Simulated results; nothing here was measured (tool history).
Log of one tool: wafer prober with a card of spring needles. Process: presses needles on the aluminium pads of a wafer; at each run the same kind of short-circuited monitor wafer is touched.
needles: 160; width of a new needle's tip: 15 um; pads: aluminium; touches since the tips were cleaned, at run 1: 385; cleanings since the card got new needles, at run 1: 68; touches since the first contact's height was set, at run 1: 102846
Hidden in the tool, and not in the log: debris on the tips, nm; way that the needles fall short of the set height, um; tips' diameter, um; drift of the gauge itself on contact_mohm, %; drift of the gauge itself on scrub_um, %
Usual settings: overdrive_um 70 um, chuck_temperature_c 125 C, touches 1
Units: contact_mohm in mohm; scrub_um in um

run	hour	overdrive_um	chuck_temperature_c	touches	touches since the tips were cleaned	cleanings since the card got new needles	touches since the first contact's height was set	contact_mohm	scrub_um
1	0.0	70	125	1	385	68	102846	265	13.34
# hour 7.1: tips cleaned on abrasive film
# hour 15.9: tips cleaned on abrasive film
# hour 24.8: tips cleaned on abrasive film
# hour 32.0: height of the first contact set anew
# hour 33.9: tips cleaned on abrasive film
# hour 42.7: tips cleaned on abrasive film
2	44.5	70	125	1	1055	73	7328	261	13.34
# hour 49.8: tips cleaned on abrasive film
# hour 58.7: tips cleaned on abrasive film
# hour 65.8: tips cleaned on abrasive film
# hour 74.6: tips cleaned on abrasive film
# hour 83.4: tips cleaned on abrasive film
# hour 90.5: tips cleaned on abrasive film
# hour 99.4: tips cleaned on abrasive film
# hour 108.2: tips cleaned on abrasive film
# hour 115.3: tips cleaned on abrasive film
3	119.5	56	125	1	2499	82	51653	268	10.67
# hour 123.1: tips cleaned on abrasive film
# hour 131.9: tips cleaned on abrasive film
# hour 140.7: tips cleaned on abrasive film
# hour 149.6: tips cleaned on abrasive film
# hour 158.4: tips cleaned on abrasive film
# hour 167.2: tips cleaned on abrasive film
# hour 176.1: tips cleaned on abrasive film
4	176.6	70	125	1	317	89	85426	260	13.34
# hour 183.7: tips cleaned on abrasive film
# hour 192.5: tips cleaned on abrasive film
# hour 201.4: tips cleaned on abrasive film
# hour 210.2: tips cleaned on abrasive film
# hour 219.0: tips cleaned on abrasive film
# hour 227.9: tips cleaned on abrasive film
# hour 236.7: tips cleaned on abrasive film
# hour 237.0: height of the first contact set anew
# hour 245.9: tips cleaned on abrasive film
# hour 254.7: tips cleaned on abrasive film
# hour 263.5: tips cleaned on abrasive film
# hour 271.1: tips cleaned on abrasive film
5	271.1	70	125	1	0	100	20143	259	13.33
# hour 278.2: tips cleaned on abrasive film
# hour 287.0: tips cleaned on abrasive film
# hour 295.8: tips cleaned on abrasive film
# hour 304.7: tips cleaned on abrasive film
# hour 313.5: tips cleaned on abrasive film
# hour 322.4: tips cleaned on abrasive film
# hour 331.2: tips cleaned on abrasive film
# hour 338.3: tips cleaned on abrasive film
# hour 347.1: tips cleaned on abrasive film
6	349.4	70	125	1	1386	109	66488	260	13.33
# hour 354.8: tips cleaned on abrasive film
# hour 363.6: tips cleaned on abrasive film
# hour 370.7: tips cleaned on abrasive film
# hour 379.5: tips cleaned on abrasive film
# hour 388.4: tips cleaned on abrasive film
# hour 397.2: tips cleaned on abrasive film
7	401.0	70	125	1	2299	115	97016	260	13.35
# hour 404.6: tips cleaned on abrasive film
# hour 413.5: tips cleaned on abrasive film
# hour 422.3: tips cleaned on abrasive film
# hour 429.4: tips cleaned on abrasive film
# hour 438.2: tips cleaned on abrasive film
# hour 442.0: height of the first contact set anew
# hour 447.4: tips cleaned on abrasive film
8	454.0	70	125	1	3991	121	7128	256	13.32
# hour 455.9: tips cleaned on abrasive film
# hour 464.7: tips cleaned on abrasive film
# hour 473.6: tips cleaned on abrasive film
# hour 482.4: tips cleaned on abrasive film
# hour 491.2: tips cleaned on abrasive film
# hour 498.3: tips cleaned on abrasive film
# hour 507.2: tips cleaned on abrasive film
# hour 516.0: tips cleaned on abrasive film
# hour 524.8: tips cleaned on abrasive film
# hour 533.7: tips cleaned on abrasive film
# hour 542.5: tips cleaned on abrasive film
9	548.0	70	125	1	3280	132	62684	259	13.34
# hour 549.8: tips cleaned on abrasive film
# hour 558.7: tips cleaned on abrasive film
# hour 567.5: tips cleaned on abrasive film
# hour 576.3: tips cleaned on abrasive film
# hour 585.2: tips cleaned on abrasive film
# hour 594.0: tips cleaned on abrasive film
# hour 601.1: tips cleaned on abrasive film
# hour 609.9: tips cleaned on abrasive film
# hour 618.8: tips cleaned on abrasive film
# hour 625.9: tips cleaned on abrasive film
# hour 634.7: tips cleaned on abrasive film
# hour 643.5: tips cleaned on abrasive film
10	644.9	70	125	1	815	144	119960	262	13.34
# hour 646.9: height of the first contact set anew
# hour 652.3: tips cleaned on abrasive film
# hour 661.1: tips cleaned on abrasive film
# hour 670.0: tips cleaned on abrasive film
# hour 678.8: tips cleaned on abrasive film
# hour 685.9: tips cleaned on abrasive film
# hour 694.7: tips cleaned on abrasive film
# hour 703.6: tips cleaned on abrasive film
# hour 710.6: tips cleaned on abrasive film
# hour 719.5: tips cleaned on abrasive film
# hour 728.3: tips cleaned on abrasive film
# hour 735.4: tips cleaned on abrasive film
11	735.5	81	125	1	52	155	52328	253	15.43
# hour 742.6: tips cleaned on abrasive film
# hour 751.4: tips cleaned on abrasive film
# hour 760.3: tips cleaned on abrasive film
# hour 769.1: tips cleaned on abrasive film
# hour 777.9: tips cleaned on abrasive film
# hour 786.8: tips cleaned on abrasive film
12	793.7	70	60	2	4159	161	86818	237	13.34
# hour 795.6: tips cleaned on abrasive film
# hour 802.7: tips cleaned on abrasive film
# hour 811.5: tips cleaned on abrasive film
# hour 820.3: tips cleaned on abrasive film
# hour 827.4: tips cleaned on abrasive film
# hour 836.3: tips cleaned on abrasive film
13	839.5	57	90	2	1906	167	113816	255	10.85
# hour 844.8: tips cleaned on abrasive film
# hour 852.1: height of the first contact set anew
# hour 853.9: tips cleaned on abrasive film
# hour 862.8: tips cleaned on abrasive film
# hour 871.6: tips cleaned on abrasive film
# hour 880.2: tips cleaned on abrasive film
14	880.2	64	118	2	0	172	16596	256	12.21
# hour 889.1: tips cleaned on abrasive film
# hour 897.9: tips cleaned on abrasive film
# hour 906.7: tips cleaned on abrasive film
# hour 915.6: tips cleaned on abrasive film
# hour 924.4: tips cleaned on abrasive film
# hour 933.2: tips cleaned on abrasive film
# hour 942.1: tips cleaned on abrasive film
# hour 950.9: tips cleaned on abrasive film
# hour 959.7: tips cleaned on abrasive film
15	963.6	53	60	1	2290	181	65934	249	10.08
# hour 967.2: tips cleaned on abrasive film
# hour 976.0: tips cleaned on abrasive film
# hour 984.8: tips cleaned on abrasive film
# hour 993.7: tips cleaned on abrasive film
# hour 1000.8: tips cleaned on abrasive film
# hour 1009.6: tips cleaned on abrasive film
# hour 1018.4: tips cleaned on abrasive film
# hour 1025.5: tips cleaned on abrasive film
# hour 1034.4: tips cleaned on abrasive film
# hour 1042.7: tips cleaned on abrasive film
16	1042.7	53	60	1	0	191	112668	251	10.10
# hour 1049.8: tips cleaned on abrasive film
# hour 1057.0: height of the first contact set anew
# hour 1058.9: tips cleaned on abrasive film
# hour 1067.7: tips cleaned on abrasive film
# hour 1076.6: tips cleaned on abrasive film
# hour 1085.4: tips cleaned on abrasive film
# hour 1092.5: tips cleaned on abrasive film
# hour 1100.6: tips cleaned on abrasive film
17	1100.6	53	60	1	0	198	25691	249	10.09
# hour 1109.4: tips cleaned on abrasive film
# hour 1118.3: tips cleaned on abrasive film
# hour 1127.1: tips cleaned on abrasive film
# hour 1135.9: tips cleaned on abrasive film
# hour 1143.0: tips cleaned on abrasive film
# hour 1151.8: tips cleaned on abrasive film
# hour 1160.7: tips cleaned on abrasive film
# hour 1169.5: tips cleaned on abrasive film
# hour 1178.4: tips cleaned on abrasive film
# hour 1187.2: tips cleaned on abrasive film
# hour 1194.3: tips cleaned on abrasive film
18	1195.5	86	60	1	707	209	81810	238	16.39
# hour 1202.6: tips cleaned on abrasive film
# hour 1211.4: tips cleaned on abrasive film
# hour 1220.2: tips cleaned on abrasive film
# hour 1229.1: tips cleaned on abrasive film
# hour 1237.9: tips cleaned on abrasive film
19	1239.9	86	60	1	1182	214	108085	239	16.39
# hour 1245.2: tips cleaned on abrasive film
# hour 1254.1: tips cleaned on abrasive film
# hour 1261.1: tips cleaned on abrasive film
# hour 1263.2: height of the first contact set anew
# hour 1270.3: tips cleaned on abrasive film
# hour 1277.4: tips cleaned on abrasive film
# hour 1286.2: tips cleaned on abrasive film
# hour 1295.0: tips cleaned on abrasive film
20	1295.8	56	81	3	484	221	19304	251	10.68

Forecast each of these 3 alternatives for the next run:
# hour 1302.9: tips cleaned on abrasive film
# hour 1311.8: tips cleaned on abrasive film
# hour 1320.6: tips cleaned on abrasive film
# hour 1329.4: tips cleaned on abrasive film
# hour 1338.3: tips cleaned on abrasive film
# hour 1347.1: tips cleaned on abrasive film
A	1351.7	56	68	1	2725	227	52349	?	?
# hour 1302.9: tips cleaned on abrasive film
# hour 1311.8: tips cleaned on abrasive film
# hour 1320.6: tips cleaned on abrasive film
# hour 1329.4: tips cleaned on abrasive film
# hour 1338.3: tips cleaned on abrasive film
# hour 1347.1: tips cleaned on abrasive film
B	1351.7	70	62	3	2725	227	52349	?	?
# hour 1302.9: tips cleaned on abrasive film
# hour 1311.8: tips cleaned on abrasive film
# hour 1320.6: tips cleaned on abrasive film
# hour 1329.4: tips cleaned on abrasive film
# hour 1338.3: tips cleaned on abrasive film
# hour 1347.1: tips cleaned on abrasive film
C	1351.7	56	57	3	2725	227	52349	?	?

run	contact_mohm	scrub_um
A	248	10.68
B	243	13.33
C	248	10.67
Without the tool's hidden state the same runs would have given:
run	contact_mohm	scrub_um
A	248	10.68
B	243	13.33
C	248	10.67

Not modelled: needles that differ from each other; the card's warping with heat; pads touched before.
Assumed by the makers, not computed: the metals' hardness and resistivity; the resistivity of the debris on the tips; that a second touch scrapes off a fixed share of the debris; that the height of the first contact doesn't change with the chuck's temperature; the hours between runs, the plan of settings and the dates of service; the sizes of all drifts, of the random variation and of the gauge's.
